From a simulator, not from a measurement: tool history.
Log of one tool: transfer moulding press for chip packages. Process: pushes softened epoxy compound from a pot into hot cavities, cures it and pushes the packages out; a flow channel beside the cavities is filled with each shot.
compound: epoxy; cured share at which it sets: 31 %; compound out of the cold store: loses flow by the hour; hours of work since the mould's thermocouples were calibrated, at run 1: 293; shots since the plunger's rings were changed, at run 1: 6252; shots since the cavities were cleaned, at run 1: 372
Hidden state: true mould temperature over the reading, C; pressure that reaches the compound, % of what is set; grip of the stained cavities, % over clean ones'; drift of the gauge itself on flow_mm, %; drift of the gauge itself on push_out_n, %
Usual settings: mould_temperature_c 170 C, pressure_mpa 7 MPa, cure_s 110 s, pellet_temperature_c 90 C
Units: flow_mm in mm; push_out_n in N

| run | hour | mould_temperature_c | pressure_mpa | cure_s | pellet_temperature_c | hours of work since the mould's thermocouples were calibrated | shots since the plunger's rings were changed | shots since the cavities were cleaned | incoming compound's hours out of the cold store | flow_mm | push_out_n |
|---|---|---|---|---|---|---|---|---|---|---|---|
| 1 | 0 | 170 | 7 | 110 | 90 | 293 | 6252 | 372 | 37 | 732 | 379 |
|  | 9.9 | plunger's sealing rings changed |
| 2 | 14.9 | 170 | 7 | 110 | 90 | 302 | 62 | 523 | 10.8 | 935 | 405 |
| 3 | 33.1 | 170 | 7 | 110 | 90 | 316 | 282 | 743 | 16.8 | 911 | 415 |
|  | 44.3 | cavities cleaned with cleaning compound and waxed |
| 4 | 62.4 | 170 | 7 | 110 | 90 | 336 | 620 | 220 | 23.8 | 862 | 337 |
| 5 | 80.2 | 170 | 7 | 110 | 90 | 349 | 836 | 436 | 11.2 | 922 | 385 |
| 6 | 101.6 | 170 | 7 | 110 | 90 | 365 | 1096 | 696 | 39.6 | 791 | 389 |
| 7 | 113.8 | 170 | 7 | 110 | 90 | 374 | 1244 | 844 | 11.4 | 912 | 403 |
|  | 116.6 | cavities cleaned with cleaning compound and waxed |
| 8 | 137.8 | 170 | 7 | 110 | 90 | 391 | 1517 | 257 | 43.1 | 769 | 336 |
| 9 | 155.9 | 170 | 6.6 | 110 | 90 | 404 | 1737 | 477 | 33.6 | 762 | 363 |
| 10 | 173.3 | 170 | 7 | 110 | 90 | 417 | 1949 | 689 | 15.7 | 879 | 404 |
|  | 188 | cavities cleaned with cleaning compound and waxed |
| 11 | 193.5 | 170 | 7 | 110 | 97 | 431 | 2176 | 67 | 28.7 | 820 | 284 |
| 12 | 220.8 | 170 | 7 | 110 | 97 | 451 | 2507 | 398 | 15.5 | 871 | 375 |
| 13 | 244.9 | 170 | 7 | 110 | 97 | 469 | 2800 | 691 | 19.6 | 851 | 399 |
|  | 261.7 | mould's thermocouples calibrated |
|  | 263.2 | cavities cleaned with cleaning compound and waxed |
| 14 | 268.9 | 170 | 7 | 110 | 97 | 4 | 3049 | 69 | 44.8 | 737 | 268 |
| 15 | 284.7 | 174 | 8.71 | 141 | 93 | 16 | 3240 | 260 | 21.2 | 912 | 263 |
| 16 | 311.5 | 170 | 8.71 | 100 | 93 | 36 | 3566 | 586 | 21.8 | 924 | 440 |
| 17 | 323.8 | 170 | 7 | 98 | 94 | 45 | 3716 | 736 | 36.5 | 753 | 431 |
|  | 335.4 | cavities cleaned with cleaning compound and waxed |
| 18 | 349.1 | 170 | 7 | 98 | 94 | 62 | 4005 | 167 | 41.1 | 747 | 353 |
| 19 | 376.1 | 170 | 7 | 123 | 96 | 82 | 4333 | 495 | 44.1 | 738 | 327 |
| 20 | 396.6 | 170 | 7 | 95 | 90 | 97 | 4582 | 744 | 47.3 | 722 | 450 |
|  | 407.3 | cavities cleaned with cleaning compound and waxed |
| 21 | 425.2 | 163 | 7 | 145 | 82 | 117 | 4911 | 217 | 30.8 | 804 | 325 |
| 22 | 446.4 | 163 | 7 | 95 | 90 | 133 | 5169 | 475 | 31.7 | 801 | 786 |
| 23 | 466.6 | 163 | 7 | 95 | 90 | 148 | 5413 | 719 | 26.1 | 825 | 836 |
|  | 478.9 | cavities cleaned with cleaning compound and waxed |
| 24 | 494.2 | 163 | 7 | 95 | 90 | 167 | 5731 | 187 | 45.4 | 742 | 626 |
| 25 | 518.6 | 169 | 6.28 | 125 | 99 | 185 | 6027 | 483 | 29.5 | 734 | 333 |

4 ways to go on from here, each from the tool as it stands after run 25. What would each give?
|  | 546.3 | plunger's sealing rings changed |
| A | 546.3 | 163 | 6.28 | 125 | 87 | 204 | 0 | 790 | 45.8 | ? | ? |
|  | 546.3 | plunger's sealing rings changed |
| B | 546.3 | 175 | 6.28 | 125 | 99 | 204 | 0 | 790 | 17.5 | ? | ? |
|  | 546.3 | plunger's sealing rings changed |
| C | 546.3 | 166 | 7 | 110 | 82 | 204 | 0 | 790 | 30.5 | ? | ? |
|  | 546.3 | plunger's sealing rings changed |
| D | 546.3 | 169 | 6.28 | 125 | 96 | 204 | 0 | 790 | 24.1 | ? | ? |

| run | flow_mm | push_out_n |
|---|---|---|
| A | 769 | 460 |
| B | 833 | 321 |
| C | 868 | 481 |
| D | 824 | 346 |
Without the tool's hidden state the same runs would have given:
| run | flow_mm | push_out_n |
|---|---|---|
| A | 769 | 287 |
| B | 833 | 201 |
| C | 868 | 298 |
| D | 824 | 216 |
